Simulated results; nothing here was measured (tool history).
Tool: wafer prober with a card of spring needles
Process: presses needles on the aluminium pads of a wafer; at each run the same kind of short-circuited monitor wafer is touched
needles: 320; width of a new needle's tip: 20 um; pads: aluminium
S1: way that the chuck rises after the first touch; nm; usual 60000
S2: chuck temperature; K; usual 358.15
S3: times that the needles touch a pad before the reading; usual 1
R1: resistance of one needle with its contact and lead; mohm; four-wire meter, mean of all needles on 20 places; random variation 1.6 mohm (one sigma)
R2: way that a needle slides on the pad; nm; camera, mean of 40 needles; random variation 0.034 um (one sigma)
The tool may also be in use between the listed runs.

run,day,S1,S2,S3,R1,R2
1,0.000,60000,358.15,1,157,16510
# day 0.375: tips cleaned on abrasive film
# day 0.842: tips cleaned on abrasive film
# day 1.217: tips cleaned on abrasive film
2,1.504,60000,358.15,1,158,16510
# day 1.600: tips cleaned on abrasive film
# day 2.067: tips cleaned on abrasive film
# day 2.533: tips cleaned on abrasive film
# day 3.000: tips cleaned on abrasive film
# day 3.375: tips cleaned on abrasive film
3,3.725,60000,367.15,1,162,16490
# day 3.821: tips cleaned on abrasive film
# day 3.925: height of the first contact set anew
# day 4.300: tips cleaned on abrasive film
# day 4.767: tips cleaned on abrasive film
# day 5.233: tips cleaned on abrasive film
# day 5.608: tips cleaned on abrasive film
# day 6.008: tips cleaned on abrasive film
4,6.008,45000,367.15,1,166,12370
# day 6.475: tips cleaned on abrasive film
# day 6.942: tips cleaned on abrasive film
# day 7.321: tips cleaned on abrasive film
5,7.321,60000,336.15,1,157,16530
# day 7.696: tips cleaned on abrasive film
# day 8.071: tips cleaned on abrasive film
# day 8.267: height of the first contact set anew
# day 8.550: tips cleaned on abrasive film
# day 9.017: tips cleaned on abrasive film
# day 9.483: tips cleaned on abrasive film
6,9.692,60000,336.15,1,157,16470
# day 9.883: tips cleaned on abrasive film
# day 10.350: tips cleaned on abrasive film
# day 10.817: tips cleaned on abrasive film
# day 11.283: tips cleaned on abrasive film
# day 11.750: tips cleaned on abrasive film
# day 12.217: tips cleaned on abrasive film
7,12.296,60000,358.15,1,165,16470
# day 12.588: height of the first contact set anew
# day 12.683: tips cleaned on abrasive film
# day 13.150: tips cleaned on abrasive film
# day 13.617: tips cleaned on abrasive film
8,13.875,60000,358.15,1,159,16500
# day 14.062: tips cleaned on abrasive film
# day 14.529: tips cleaned on abrasive film
# day 14.996: tips cleaned on abrasive film
# day 15.462: tips cleaned on abrasive film
# day 15.929: tips cleaned on abrasive film
9,16.179,60000,358.15,1,161,16550
# day 16.371: tips cleaned on abrasive film
# day 16.838: tips cleaned on abrasive film
# day 16.942: height of the first contact set anew
# day 17.317: tips cleaned on abrasive film
# day 17.692: tips cleaned on abrasive film
# day 18.158: tips cleaned on abrasive film
10,18.462,60000,358.15,1,160,16560
# day 18.562: tips cleaned on abrasive film
# day 19.029: tips cleaned on abrasive film
# day 19.496: tips cleaned on abrasive film
# day 19.962: tips cleaned on abrasive film
# day 20.429: tips cleaned on abrasive film
11,20.629,60000,358.15,1,160,16550
# day 20.821: tips cleaned on abrasive film
# day 21.192: tips cleaned on abrasive film
# day 21.300: height of the first contact set anew
# day 21.671: tips cleaned on abrasive film
# day 22.138: tips cleaned on abrasive film
12,22.408,60000,320.15,1,155,16550
# day 22.596: tips cleaned on abrasive film
# day 23.062: tips cleaned on abrasive film
# day 23.438: tips cleaned on abrasive film
# day 23.904: tips cleaned on abrasive film
# day 24.371: tips cleaned on abrasive film
13,24.400,60000,320.15,1,154,16520
# day 24.771: tips cleaned on abrasive film
# day 25.242: tips cleaned on abrasive film
# day 25.621: height of the first contact set anew
# day 25.721: tips cleaned on abrasive film
# day 26.092: tips cleaned on abrasive film
# day 26.558: tips cleaned on abrasive film
14,26.812,60000,323.15,1,153,16460
# day 27.000: tips cleaned on abrasive film
# day 27.467: tips cleaned on abrasive film
# day 27.933: tips cleaned on abrasive film
# day 28.375: tips cleaned on abrasive film
15,28.375,72000,396.15,1,165,19810
# day 28.750: tips cleaned on abrasive film
# day 29.217: tips cleaned on abrasive film
# day 29.683: tips cleaned on abrasive film
# day 29.971: height of the first contact set anew
# day 30.162: tips cleaned on abrasive film
# day 30.629: tips cleaned on abrasive film
16,30.717,57000,358.15,1,161,15730
# day 31.092: tips cleaned on abrasive film
# day 31.467: tips cleaned on abrasive film
# day 31.933: tips cleaned on abrasive film
17,32.054,60000,358.15,2,163,16580
# day 32.333: tips cleaned on abrasive film
# day 32.800: tips cleaned on abrasive film
# day 33.175: tips cleaned on abrasive film
# day 33.642: tips cleaned on abrasive film
# day 34.108: tips cleaned on abrasive film
# day 34.308: height of the first contact set anew
18,34.404,52000,309.15,2,155,14310

The next listed run, before its measurement:
# day 34.504: tips cleaned on abrasive film
# day 34.971: tips cleaned on abrasive film
# day 35.438: tips cleaned on abrasive film
# day 35.904: tips cleaned on abrasive film
19,35.925,61000,358.15,1,?,?

Run 19 gave R1 160 mohm, R2 16790 nm.
Without the tool's hidden state the same run would have given R1 160 mohm, R2 16790 nm.

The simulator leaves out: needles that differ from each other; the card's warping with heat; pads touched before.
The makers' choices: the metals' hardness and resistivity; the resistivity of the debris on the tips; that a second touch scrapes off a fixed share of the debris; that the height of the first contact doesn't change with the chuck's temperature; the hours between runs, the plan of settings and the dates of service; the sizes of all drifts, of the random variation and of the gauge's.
